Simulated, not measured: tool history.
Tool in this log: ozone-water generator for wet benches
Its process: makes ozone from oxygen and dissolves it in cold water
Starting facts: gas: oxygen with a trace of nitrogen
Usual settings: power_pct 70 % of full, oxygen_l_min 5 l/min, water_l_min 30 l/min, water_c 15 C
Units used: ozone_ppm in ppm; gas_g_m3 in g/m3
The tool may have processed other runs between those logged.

run	day	power_pct	oxygen_l_min	water_l_min	water_c	ozone_ppm	gas_g_m3
1	0	70	5	30	15	16.4	190
2	2.862	70	5	30	15	16.2	189.3
3	6.7	70	5	30	15	16.2	190.7
4	9.125	69	5	30	15	15.8	189.1
5	11.517	70	5	30	15	16.3	188.9
6	13.946	70	5	30	15	16.1	188.7
7	18.879	70	7.96	30	15	17.2	152.6
8	21.596	70	7.96	30	15	17.2	151.8
9	24.471	70	7.96	30	15	17.1	152.6
10	29.725	70	5	35	15	14.1	190.8
11	34.846	52	5	30	15	12.9	158
12	38.746	70	5	18	15	24.1	193.8
13	41.467	70	5	30	15	15.9	191.4
14	44.162	70	5	30	15	16	193.3
15	46.725	70	5	30	15	16.1	191.6
16	51.025	70	5	34	15	14.5	192.6
17	55.475	60	3.16	48	19	8	216.4
18	60.633	46	3.96	38	19	8.8	160.1
19	64.792	46	3.96	38	19	9	160.8
20	70.046	46	3.96	38	19	9.2	162.9
21	73.642	41	5.88	47	8	8.3	121.5
22	77.229	41	5.88	19	10	17.2	122.7
23	81.383	70	8.49	30	14	17.5	148.9
24	83.742	51	5	30	15	13	156.4
25	88.638	70	5	30	12	16.7	193.2
26	92.708	70	5	30	12	16.6	192.9
27	95.3	65	5	36	15	13.1	186
28	99.721	70	5	18	15	23.9	195.4
29	102.179	52	5	41	7	10.6	158.2
30	107.154	63	5	30	8	16.1	181.8
# day 111.233: gauge calibrated
31	111.896	63	5	27	10	17.2	175.2

Branching from run 31: 3 alternative next runs. What would each branch give?
A	114.583	65	5	30	15	?	?
B	114.583	70	5	30	19	?	?
C	114.583	75	5	26	15	?	?

run	ozone_ppm	gas_g_m3
A	15.3	180.7
B	15.6	189.7
C	19.1	199.6
Take away the tool's hidden state, keep each run's random variation, and the runs would have read:
run	ozone_ppm	gas_g_m3
A	15.4	180.7
B	15.6	189.7
C	19.2	199.6
